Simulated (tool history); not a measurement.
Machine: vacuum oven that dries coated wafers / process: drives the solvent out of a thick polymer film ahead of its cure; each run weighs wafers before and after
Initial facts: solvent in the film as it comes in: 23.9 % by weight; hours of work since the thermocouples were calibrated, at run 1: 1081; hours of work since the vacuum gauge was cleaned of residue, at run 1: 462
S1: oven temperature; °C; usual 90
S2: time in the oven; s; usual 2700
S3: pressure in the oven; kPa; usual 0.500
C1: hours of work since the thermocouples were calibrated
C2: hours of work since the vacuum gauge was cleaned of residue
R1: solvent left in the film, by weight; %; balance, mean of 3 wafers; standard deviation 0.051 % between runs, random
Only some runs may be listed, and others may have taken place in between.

Run 1, hour 0.0: usual settings; C1 1081; C2 462. Result: R1 1.12 %.
Run 2, hour 64.7: usual settings; C1 1124; C2 504. Result: R1 1.28 %.
Run 3, hour 118.0: usual settings; C1 1159; C2 540. Result: R1 1.27 %.
Run 4, hour 216.4: usual settings; C1 1224; C2 605. Result: R1 1.24 %.
Run 5, hour 261.3: usual settings but S3 1.096 kPa; C1 1254; C2 634. Result: R1 1.70 %.
Run 6, hour 349.0: usual settings but S3 1.096 kPa; C1 1312; C2 692. Result: R1 1.75 %.
Run 7, hour 416.6: usual settings; C1 1356; C2 737. Result: R1 1.38 %.
At hour 425.3: vacuum gauge cleaned of residue and calibrated.
Run 8, hour 509.8: usual settings; C1 1417; C2 56. Result: R1 1.42 %.
Run 9, hour 581.8: usual settings; C1 1465; C2 103. Result: R1 1.37 %.
Run 10, hour 661.3: usual settings; C1 1517; C2 156. Result: R1 1.41 %.
Run 11, hour 734.4: usual settings but S1 100 °C; C1 1565; C2 204. Result: R1 0.52 %.
At hour 759.6: vacuum gauge cleaned of residue and calibrated, once more.
Run 12, hour 794.9: usual settings but S1 100 °C; C1 1604; C2 23. Result: R1 0.41 %.
At hour 830.4: oven's thermocouples calibrated.
Run 13, hour 874.6: usual settings but S1 100 °C, S2 2880 s; C1 29; C2 75. Result: R1 0.27 %.
Run 14, hour 972.7: usual settings but S1 100 °C, S2 2880 s; C1 94; C2 140. Result: R1 0.29 %.
Run 15, hour 1051.9: usual settings but S1 100 °C, S2 2880 s; C1 146; C2 192. Result: R1 0.33 %.
Run 16, hour 1119.9: usual settings but S1 86 °C, S2 2880 s, S3 1.212 kPa; C1 191; C2 237. Result: R1 1.81 %.
Run 17, hour 1179.7: usual settings but S1 82 °C, S2 2340 s, S3 1.803 kPa; C1 231; C2 276. Result: R1 3.90 %.
Run 18, hour 1246.4: usual settings but S1 76 °C, S2 2100 s, S3 1.028 kPa; C1 275; C2 320. Result: R1 6.05 %.
Run 19, hour 1334.5: usual settings but S1 76 °C, S2 2100 s, S3 1.028 kPa; C1 333; C2 379. Result: R1 6.09 %.
Run 20, hour 1431.1: usual settings but S1 76 °C; C1 397; C2 442. Result: R1 4.14 %.
Run 21, hour 1473.1: usual settings but S1 86 °C, S2 3360 s, S3 0.786 kPa; C1 425; C2 470. Result: R1 1.26 %.

Predict each of these 3 candidate next runs independently; none follows another, all start after run 21:
Run A, hour 1560.3: usual settings but S1 85 °C, S2 3780 s, S3 0.281 kPa; C1 482; C2 528. Result: R1 ?.
Run B, hour 1560.3: usual settings but S1 102 °C, S2 1800 s, S3 0.506 kPa; C1 482; C2 528. Result: R1 ?.
Run C, hour 1560.3: usual settings but S1 103 °C, S3 0.842 kPa; C1 482; C2 528. Result: R1 ?.

run    R1
  A  0.73
  B  0.69
  C  0.47
With the hidden condition removed and each run's random variation left untouched, the same runs would have given:
run    R1
  A  0.58
  B  0.58
  C  0.41

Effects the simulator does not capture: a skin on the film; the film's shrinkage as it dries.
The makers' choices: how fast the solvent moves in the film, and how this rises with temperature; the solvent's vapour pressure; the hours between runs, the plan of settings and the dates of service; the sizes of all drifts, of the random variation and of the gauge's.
